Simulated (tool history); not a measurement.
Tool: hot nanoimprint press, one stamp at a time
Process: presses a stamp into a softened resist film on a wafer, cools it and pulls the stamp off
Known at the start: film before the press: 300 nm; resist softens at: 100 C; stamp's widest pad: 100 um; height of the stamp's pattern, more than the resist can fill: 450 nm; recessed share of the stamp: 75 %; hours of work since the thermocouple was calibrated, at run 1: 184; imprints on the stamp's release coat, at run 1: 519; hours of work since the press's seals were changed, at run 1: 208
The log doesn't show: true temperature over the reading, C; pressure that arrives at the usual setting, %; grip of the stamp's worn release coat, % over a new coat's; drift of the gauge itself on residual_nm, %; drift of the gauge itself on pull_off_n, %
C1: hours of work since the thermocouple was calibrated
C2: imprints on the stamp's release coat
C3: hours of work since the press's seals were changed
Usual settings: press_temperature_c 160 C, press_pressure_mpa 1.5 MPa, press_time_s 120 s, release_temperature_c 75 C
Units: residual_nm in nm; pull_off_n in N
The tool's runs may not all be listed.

Run 1, hour 0: usual settings; C1 184; C2 519; C3 208. Result: residual_nm 135.5 nm, pull_off_n 228 N.
Run 2, hour 4.1: usual settings but press_pressure_mpa 1.62 MPa; C1 187; C2 537; C3 210. Result: residual_nm 131.4 nm, pull_off_n 231 N.
Run 3, hour 11.4: usual settings but press_temperature_c 168 C; C1 191; C2 568; C3 214. Result: residual_nm 104 nm, pull_off_n 233 N.
Run 4, hour 20.3: usual settings but press_temperature_c 168 C; C1 196; C2 606; C3 219. Result: residual_nm 103.2 nm, pull_off_n 227 N.
Run 5, hour 25.4: usual settings but press_temperature_c 168 C; C1 199; C2 628; C3 222. Result: residual_nm 103.1 nm, pull_off_n 229 N.
Run 6, hour 30.8: usual settings but press_pressure_mpa 1.69 MPa; C1 202; C2 650; C3 225. Result: residual_nm 129 nm, pull_off_n 234 N.
Run 7, hour 35.1: usual settings but press_pressure_mpa 1.69 MPa; C1 204; C2 669; C3 228. Result: residual_nm 129.3 nm, pull_off_n 231 N.
Run 8, hour 40.7: usual settings but press_temperature_c 153 C; C1 207; C2 693; C3 231. Result: residual_nm 171.7 nm, pull_off_n 232 N.
Run 9, hour 45.1: usual settings; C1 210; C2 712; C3 233. Result: residual_nm 135.5 nm, pull_off_n 229 N.
Run 10, hour 49.3: usual settings; C1 212; C2 730; C3 236. Result: residual_nm 134.9 nm, pull_off_n 233 N.
Run 11, hour 55.2: usual settings but press_temperature_c 152 C, press_pressure_mpa 1.47 MPa; C1 216; C2 755; C3 239. Result: residual_nm 179.1 nm, pull_off_n 227 N.
Run 12, hour 59.7: usual settings but press_temperature_c 152 C, press_pressure_mpa 1.47 MPa, release_temperature_c 71 C; C1 218; C2 774; C3 242. Result: residual_nm 178.5 nm, pull_off_n 245 N.
Run 13, hour 67.2: usual settings but press_temperature_c 156 C, press_pressure_mpa 1.47 MPa, press_time_s 127 s, release_temperature_c 66 C; C1 222; C2 806; C3 246. Result: residual_nm 152.9 nm, pull_off_n 258 N.
Run 14, hour 72.2: usual settings but press_temperature_c 156 C, press_pressure_mpa 1.47 MPa, press_time_s 127 s, release_temperature_c 66 C; C1 225; C2 828; C3 249. Result: residual_nm 151.5 nm, pull_off_n 263 N.
Run 15, hour 79.5: usual settings but press_temperature_c 156 C, press_pressure_mpa 1.47 MPa, press_time_s 127 s, release_temperature_c 66 C; C1 229; C2 859; C3 253. Result: residual_nm 152.4 nm, pull_off_n 258 N.
Run 16, hour 86.7: usual settings but press_temperature_c 156 C, press_pressure_mpa 1.47 MPa, press_time_s 130 s, release_temperature_c 79 C; C1 234; C2 889; C3 257. Result: residual_nm 151.3 nm, pull_off_n 214 N.
Run 17, hour 91.8: usual settings but press_temperature_c 156 C, press_pressure_mpa 1.47 MPa, press_time_s 130 s, release_temperature_c 79 C; C1 236; C2 911; C3 260. Result: residual_nm 151.5 nm, pull_off_n 221 N.
Run 18, hour 98: usual settings but press_temperature_c 155 C, press_pressure_mpa 1.26 MPa, press_time_s 130 s, release_temperature_c 67 C; C1 240; C2 938; C3 263. Result: residual_nm 167.9 nm, pull_off_n 263 N.
Run 19, hour 102.2: usual settings but press_temperature_c 155 C, press_pressure_mpa 1.26 MPa, press_time_s 130 s, release_temperature_c 67 C; C1 242; C2 956; C3 266. Result: residual_nm 166.5 nm, pull_off_n 266 N.
Run 20, hour 107.9: usual settings but press_pressure_mpa 1.55 MPa, press_time_s 61 s, release_temperature_c 62 C; C1 246; C2 980; C3 269. Result: residual_nm 166.5 nm, pull_off_n 268 N.

Some steps in residual_nm between neighbouring runs. How much of each would the tool show without its hidden state too (settings, what came in, random variation), and how much is left for the hidden state, with any gauge scatter that isn't in both results?
Run 7 -> 8: press_temperature_c 160 -> 153, press_pressure_mpa 1.69 -> 1.5. residual_nm +42.4 nm: hidden state -0.6, all else +43.
Run 10 -> 11: press_temperature_c 160 -> 152, press_pressure_mpa 1.5 -> 1.47. residual_nm +44.2 nm: hidden state -0.8, all else +45.
